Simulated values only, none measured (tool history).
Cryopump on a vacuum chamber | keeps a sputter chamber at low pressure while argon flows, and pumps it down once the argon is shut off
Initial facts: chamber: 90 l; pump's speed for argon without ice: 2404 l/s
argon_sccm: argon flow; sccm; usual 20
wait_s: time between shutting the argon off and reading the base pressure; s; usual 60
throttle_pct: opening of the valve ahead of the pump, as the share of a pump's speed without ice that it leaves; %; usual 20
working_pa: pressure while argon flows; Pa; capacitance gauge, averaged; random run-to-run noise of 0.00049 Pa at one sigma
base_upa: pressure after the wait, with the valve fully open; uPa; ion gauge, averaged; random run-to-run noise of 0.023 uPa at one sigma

run	day	argon_sccm	wait_s	throttle_pct	working_pa	base_upa
1	0	20	60	20	0.0727	1.26
2	0.525	20	51	20	0.0718	1.38
3	1.404	21	51	20	0.0769	1.41
4	2.579	21	51	20	0.0764	1.42
5	3.671	11	60	20	0.0402	1.36
6	4.233	20	60	20	0.0726	1.29
7	4.762	12	60	20	0.0442	1.38
8	5.712	12	60	20	0.0445	1.32
9	6.208	12	60	20	0.0443	1.33
10	7.15	17	60	20	0.0622	1.38
11	7.912	17	199	20	0.0621	0.92
12	8.508	20	60	23	0.0645	1.39
13	9.071	20	60	20	0.0735	1.36
14	10.021	20	60	20	0.073	1.38
15	10.992	20	60	20	0.0722	1.49
16	11.75	20	60	20	0.0738	1.46
17	12.417	20	60	22	0.0668	1.44

Run 18 has not been measured yet. What should we expect?
18	13.2	13	49	33	?	?

working_pa: 0.0296 Pa
base_upa: 1.62 uPa
If the tool had no hidden condition, the same run with the same run-to-run variation would have returned working_pa 0.0272 Pa, base_upa 0.96 uPa.
